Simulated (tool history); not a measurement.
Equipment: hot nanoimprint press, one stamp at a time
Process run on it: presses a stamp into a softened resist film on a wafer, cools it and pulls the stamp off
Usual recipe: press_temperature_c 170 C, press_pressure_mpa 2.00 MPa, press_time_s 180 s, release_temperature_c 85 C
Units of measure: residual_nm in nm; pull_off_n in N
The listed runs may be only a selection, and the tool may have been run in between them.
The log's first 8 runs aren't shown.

{"run": 9, "hour": 264.3, "press_temperature_c": 170, "press_pressure_mpa": 1.43, "press_time_s": 180, "release_temperature_c": 91, "residual_nm": 194.9, "pull_off_n": 197}
{"hour": 275.1, "done": "stamp cleaned and given a new release coat"}
{"run": 10, "hour": 324.6, "press_temperature_c": 170, "press_pressure_mpa": 2.0, "press_time_s": 180, "release_temperature_c": 85, "residual_nm": 170.7, "pull_off_n": 215}
{"run": 11, "hour": 349.7, "press_temperature_c": 170, "press_pressure_mpa": 2.0, "press_time_s": 180, "release_temperature_c": 85, "residual_nm": 169.5, "pull_off_n": 217}
{"run": 12, "hour": 400.5, "press_temperature_c": 170, "press_pressure_mpa": 2.0, "press_time_s": 180, "release_temperature_c": 85, "residual_nm": 170.8, "pull_off_n": 220}
{"run": 13, "hour": 434.9, "press_temperature_c": 170, "press_pressure_mpa": 2.0, "press_time_s": 180, "release_temperature_c": 85, "residual_nm": 171.9, "pull_off_n": 222}
{"run": 14, "hour": 487.7, "press_temperature_c": 170, "press_pressure_mpa": 2.0, "press_time_s": 180, "release_temperature_c": 85, "residual_nm": 171.5, "pull_off_n": 227}
{"hour": 496.8, "done": "plate thermocouple calibrated"}
{"hour": 551.5, "done": "stamp cleaned and given a new release coat"}
{"run": 15, "hour": 551.5, "press_temperature_c": 170, "press_pressure_mpa": 2.06, "press_time_s": 180, "release_temperature_c": 85, "residual_nm": 176.1, "pull_off_n": 217}
{"run": 16, "hour": 607.9, "press_temperature_c": 170, "press_pressure_mpa": 2.06, "press_time_s": 180, "release_temperature_c": 85, "residual_nm": 178.2, "pull_off_n": 219}

Run 17 is up next; what results do you expect?
{"run": 17, "hour": 662.7, "press_temperature_c": 176, "press_pressure_mpa": 2.06, "press_time_s": 284, "release_temperature_c": 85, "residual_nm": "?", "pull_off_n": "?"}

Run 17 yielded residual_nm 98.4 nm, pull_off_n 224 N.
With no hidden state in the tool, this same run would have given residual_nm 87.2 nm, pull_off_n 209 N.
